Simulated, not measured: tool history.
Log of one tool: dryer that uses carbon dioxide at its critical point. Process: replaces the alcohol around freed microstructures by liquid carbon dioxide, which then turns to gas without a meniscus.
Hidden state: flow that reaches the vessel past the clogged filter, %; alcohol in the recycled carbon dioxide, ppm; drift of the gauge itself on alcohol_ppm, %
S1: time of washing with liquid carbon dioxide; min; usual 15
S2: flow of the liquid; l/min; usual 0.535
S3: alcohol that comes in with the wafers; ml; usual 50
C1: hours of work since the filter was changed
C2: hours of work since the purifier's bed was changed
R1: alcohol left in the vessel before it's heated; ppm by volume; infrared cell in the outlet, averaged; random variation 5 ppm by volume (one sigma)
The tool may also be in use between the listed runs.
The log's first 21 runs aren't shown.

Run 22, hour 633.8: usual settings but S1 11 min, S3 52 ml; C1 116; C2 672. Result: R1 444 ppm by volume.
Run 23, hour 670: usual settings but S1 14 min, S2 0.455 l/min, S3 94 ml; C1 139; C2 695. Result: R1 515 ppm by volume.
Run 24, hour 717.4: usual settings but S1 18 min, S3 38 ml; C1 169; C2 726. Result: R1 195 ppm by volume.
Run 25, hour 756.4: usual settings but S1 12 min, S2 0.773 l/min, S3 70 ml; C1 194; C2 751. Result: R1 218 ppm by volume.
Run 26, hour 792.7: usual settings but S1 12 min, S2 0.773 l/min, S3 70 ml; C1 218; C2 774. Result: R1 221 ppm by volume.
Run 27, hour 819.7: usual settings but S3 61 ml; C1 235; C2 791. Result: R1 269 ppm by volume.
Run 28, hour 845.4: usual settings but S1 19 min, S2 0.467 l/min, S3 59 ml; C1 251; C2 808. Result: R1 240 ppm by volume.
Run 29, hour 871.4: usual settings but S1 9 min, S2 0.556 l/min, S3 23 ml; C1 268; C2 824. Result: R1 512 ppm by volume.
Run 30, hour 900.4: usual settings but S3 37 ml; C1 287; C2 843. Result: R1 261 ppm by volume.
At hour 917.5: purifier's bed changed.
Run 31, hour 945.7: usual settings but S3 87 ml; C1 314; C2 18. Result: R1 105 ppm by volume.
Run 32, hour 978.2: usual settings but S1 10 min, S3 36 ml; C1 335; C2 39. Result: R1 405 ppm by volume.
At hour 1016.2: inlet filter changed.
Run 33, hour 1020.5: usual settings but S1 10 min, S2 0.861 l/min, S3 26 ml; C1 3; C2 66. Result: R1 33 ppm by volume.
Run 34, hour 1052.1: usual settings but S1 10 min, S2 0.861 l/min, S3 26 ml; C1 23; C2 86. Result: R1 48 ppm by volume.

4 ways to go on from here, each from the tool as it stands after run 34. What would each give?
Run A, hour 1082.8: usual settings but S1 10 min, S2 0.655 l/min, S3 34 ml; C1 43; C2 106. Result: R1 ?.
Run B, hour 1082.8: usual settings but S2 0.414 l/min; C1 43; C2 106. Result: R1 ?.
Run C, hour 1082.8: usual settings but S3 98 ml; C1 43; C2 106. Result: R1 ?.
Run D, hour 1082.8: usual settings but S1 10 min, S2 0.689 l/min, S3 26 ml; C1 43; C2 106. Result: R1 ?.

run   R1
  A  119
  B  207
  C  113
  D   85
Without the tool's hidden state the same runs would have given:
run   R1
  A   85
  B  168
  C   80
  D   53

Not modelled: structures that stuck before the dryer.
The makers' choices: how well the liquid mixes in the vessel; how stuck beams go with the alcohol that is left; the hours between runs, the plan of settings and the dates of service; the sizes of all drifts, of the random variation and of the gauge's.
